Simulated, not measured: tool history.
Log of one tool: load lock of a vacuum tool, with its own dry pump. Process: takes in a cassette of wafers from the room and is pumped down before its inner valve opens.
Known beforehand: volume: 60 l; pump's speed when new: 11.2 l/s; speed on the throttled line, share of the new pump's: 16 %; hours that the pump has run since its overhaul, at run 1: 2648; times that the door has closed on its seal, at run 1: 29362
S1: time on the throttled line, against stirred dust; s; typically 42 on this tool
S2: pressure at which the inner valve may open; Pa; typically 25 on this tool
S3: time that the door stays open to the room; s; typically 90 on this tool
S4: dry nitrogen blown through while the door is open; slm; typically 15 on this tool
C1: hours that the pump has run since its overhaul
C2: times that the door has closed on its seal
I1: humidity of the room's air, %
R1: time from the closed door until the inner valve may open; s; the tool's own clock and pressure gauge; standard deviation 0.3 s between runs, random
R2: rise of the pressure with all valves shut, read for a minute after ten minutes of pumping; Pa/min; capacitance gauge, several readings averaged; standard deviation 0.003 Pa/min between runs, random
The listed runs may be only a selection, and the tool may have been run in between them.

{"run": 1, "hour": 0.0, "S1": 42, "S2": 25, "S3": 90, "S4": 15, "C1": 2648, "C2": 29362, "I1": 46.8, "R1": 80.5, "R2": 0.319}
{"run": 2, "hour": 96.6, "S1": 42, "S2": 25, "S3": 90, "S4": 15, "C1": 2744, "C2": 29826, "I1": 48.4, "R1": 80.1, "R2": 0.33}
{"run": 3, "hour": 217.1, "S1": 42, "S2": 25, "S3": 90, "S4": 15, "C1": 2865, "C2": 30406, "I1": 46.1, "R1": 80.2, "R2": 0.345}
{"run": 4, "hour": 345.1, "S1": 42, "S2": 25, "S3": 90, "S4": 15, "C1": 2993, "C2": 31021, "I1": 45.8, "R1": 80.4, "R2": 0.355}
{"run": 5, "hour": 513.7, "S1": 42, "S2": 25, "S3": 90, "S4": 15, "C1": 3162, "C2": 31831, "I1": 46.3, "R1": 80.3, "R2": 0.362}
{"run": 6, "hour": 696.6, "S1": 42, "S2": 25, "S3": 90, "S4": 14, "C1": 3345, "C2": 32711, "I1": 46.7, "R1": 80.1, "R2": 0.381}
{"run": 7, "hour": 819.2, "S1": 42, "S2": 25, "S3": 90, "S4": 14, "C1": 3467, "C2": 33300, "I1": 45.3, "R1": 80.3, "R2": 0.384}
{"run": 8, "hour": 916.9, "S1": 42, "S2": 25, "S3": 90, "S4": 14, "C1": 3565, "C2": 33770, "I1": 45.0, "R1": 80.1, "R2": 0.396}
{"run": 9, "hour": 1053.7, "S1": 42, "S2": 25, "S3": 90, "S4": 14, "C1": 3702, "C2": 34427, "I1": 43.7, "R1": 80.5, "R2": 0.405}
{"run": 10, "hour": 1200.4, "S1": 42, "S2": 25, "S3": 90, "S4": 15, "C1": 3848, "C2": 35132, "I1": 44.4, "R1": 81.0, "R2": 0.424}
{"run": 11, "hour": 1382.7, "S1": 42, "S2": 25, "S3": 90, "S4": 15, "C1": 4031, "C2": 36009, "I1": 44.8, "R1": 80.3, "R2": 0.436}
{"run": 12, "hour": 1526.4, "S1": 42, "S2": 25, "S3": 90, "S4": 5, "C1": 4174, "C2": 36699, "I1": 47.9, "R1": 80.4, "R2": 0.461}
{"run": 13, "hour": 1684.0, "S1": 42, "S2": 25, "S3": 90, "S4": 15, "C1": 4332, "C2": 37457, "I1": 45.7, "R1": 80.9, "R2": 0.469}
{"run": 14, "hour": 1820.2, "S1": 42, "S2": 22, "S3": 90, "S4": 15, "C1": 4468, "C2": 38112, "I1": 43.8, "R1": 81.0, "R2": 0.467}
{"run": 15, "hour": 1981.7, "S1": 42, "S2": 22, "S3": 90, "S4": 15, "C1": 4630, "C2": 38888, "I1": 46.8, "R1": 80.9, "R2": 0.49}
{"run": 16, "hour": 2115.1, "S1": 42, "S2": 25, "S3": 127, "S4": 15, "C1": 4763, "C2": 39529, "I1": 46.4, "R1": 80.5, "R2": 0.502}
{"run": 17, "hour": 2265.3, "S1": 42, "S2": 25, "S3": 127, "S4": 15, "C1": 4913, "C2": 40251, "I1": 46.7, "R1": 80.9, "R2": 0.532}
{"run": 18, "hour": 2348.1, "S1": 42, "S2": 25, "S3": 104, "S4": 6, "C1": 4996, "C2": 40649, "I1": 46.7, "R1": 80.6, "R2": 0.533}
{"run": 19, "hour": 2468.0, "S1": 62, "S2": 25, "S3": 203, "S4": 17, "C1": 5116, "C2": 41226, "I1": 48.5, "R1": 98.2, "R2": 0.564}
{"run": 20, "hour": 2578.7, "S1": 62, "S2": 25, "S3": 203, "S4": 17, "C1": 5227, "C2": 41758, "I1": 42.5, "R1": 97.4, "R2": 0.576}
{"run": 21, "hour": 2752.0, "S1": 42, "S2": 25, "S3": 196, "S4": 16, "C1": 5400, "C2": 42591, "I1": 45.2, "R1": 80.9, "R2": 0.586}

Run 22 has not been measured yet. What should we expect?
{"run": 22, "hour": 2945.2, "S1": 42, "S2": 25, "S3": 196, "S4": 16, "C1": 5593, "C2": 43519, "I1": 46.7, "R1": "?", "R2": "?"}

For run 22 the tool returned R1 80.4 s, R2 0.612 Pa/min.
Take away the tool's hidden state, keep the run-to-run variation as it was, and the same run would have given R1 79.3 s, R2 0.079 Pa/min.

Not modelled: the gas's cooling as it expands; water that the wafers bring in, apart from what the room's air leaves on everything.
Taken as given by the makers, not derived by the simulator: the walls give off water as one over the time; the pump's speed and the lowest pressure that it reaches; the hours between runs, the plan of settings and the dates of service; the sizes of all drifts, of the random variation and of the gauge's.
